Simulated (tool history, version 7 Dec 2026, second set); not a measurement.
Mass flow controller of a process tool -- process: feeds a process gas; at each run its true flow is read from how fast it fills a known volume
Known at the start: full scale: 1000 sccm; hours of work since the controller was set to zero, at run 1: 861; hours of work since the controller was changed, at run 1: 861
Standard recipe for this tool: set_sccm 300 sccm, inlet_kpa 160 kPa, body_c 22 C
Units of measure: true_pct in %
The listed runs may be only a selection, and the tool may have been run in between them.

run      day  set_sccm  inlet_kpa  body_c  hours of work since the controller was set to zero  hours of work since the controller was changed  true_pct
  1        0       300        160      22                                                 861                                             861     99.45
  2    2.417       300        160      22                                                 884                                             884     99.44
  3    5.925       300        160      22                                                 918                                             918     99.32
  4    9.167       300        160      22                                                 950                                             950     99.27
  5   12.642       300        160      22                                                 983                                             983     99.46
  6     14.5       300        160      22                                                1001                                            1001     99.14
  7   17.583       453        160      22                                                1031                                            1031     99.48
  8   20.092       453        160      22                                                1056                                            1056     99.49
  9   23.275       453        160      22                                                1086                                            1086     99.39
 10   26.754       453        160      22                                                1120                                            1120     99.51
 11   28.754       110        160      22                                                1139                                            1139     98.49
 12   31.617       110        160      22                                                1167                                            1167     98.56
 13   35.142       110        160      22                                                1201                                            1201     98.37
 14   36.779       300        239      22                                                1217                                            1217      98.7
 15   38.825       300        160      22                                                1237                                            1237     99.18
 16   40.396       300        160      22                                                1252                                            1252     99.17
 17   42.525       300        160      22                                                1273                                            1273     99.22
 18   45.012       300        160      22                                                1297                                            1297     99.21
 19   48.525       300        160      30                                                1331                                            1331     99.95
 20   50.742       300        160      22                                                1352                                            1352     99.27
 21   52.692       300        160      22                                                1371                                            1371     99.13
 22   55.696       300        160      22                                                1400                                            1400     99.12
 23   59.275       300        160      22                                                1435                                            1435     99.19
 24   62.362       300        160      22                                                1465                                            1465     99.05
 25   66.062       300        160      22                                                1501                                            1501     99.29
 26   69.292       300        160      22                                                1532                                            1532     99.06
 27   71.321       204        141      22                                                1552                                            1552     99.07
 28   74.454       204        141      22                                                1582                                            1582     98.94
 29   76.933       300        158      33                                                1606                                            1606    100.04
 30   80.154       440        206      22                                                1637                                            1637     98.85
 31   82.229       300        160      38                                                1657                                            1657    100.34
 32   83.879       300        160      38                                                1673                                            1673    100.55
 33     87.1       300        160      38                                                1704                                            1704    100.33
 34   89.796       300        191      32                                                1731                                            1731     99.76
 35     91.5       386        160      24                                                1747                                            1747     99.31
 36   94.392       518        160      32                                                1775                                            1775    100.34
 37   96.188       518        160      32                                                1792                                            1792    100.16
 38   97.783       682        251      22                                                1808                                            1808     98.76
 39   99.342       682        251      22                                                1823                                            1823     98.64
 40  102.446       300        182      35                                                1853                                            1853     99.86
 41  105.346       392        161      25                                                1881                                            1881     99.39
 42   107.55       392        161      25                                                1902                                            1902     99.36
 43  109.896       507        175      22                                                1925                                            1925     99.17
 44  112.296       583        189      21                                                1948                                            1948     99.04
 45  115.596       327        142      32                                                1980                                            1980     99.95
 46  118.383       115        142      34                                                2007                                            2007     99.19
 47  119.946       115        142      34                                                2022                                            2022     99.13

Here are 3 independent what-if runs from the current tool condition. What would each one return?
  A  123.075       221        142      34                                                2053                                            2053         ?
  B  123.075       110        160      27                                                2053                                            2053         ?
  C  123.075       300        151      23                                                2053                                            2053         ?

run  true_pct
  A     99.89
  B     98.32
  C     98.98
Stripped of hidden state, with their random variation kept, the same runs would have yielded:
run  true_pct
  A    100.97
  B    100.14
  C     99.85

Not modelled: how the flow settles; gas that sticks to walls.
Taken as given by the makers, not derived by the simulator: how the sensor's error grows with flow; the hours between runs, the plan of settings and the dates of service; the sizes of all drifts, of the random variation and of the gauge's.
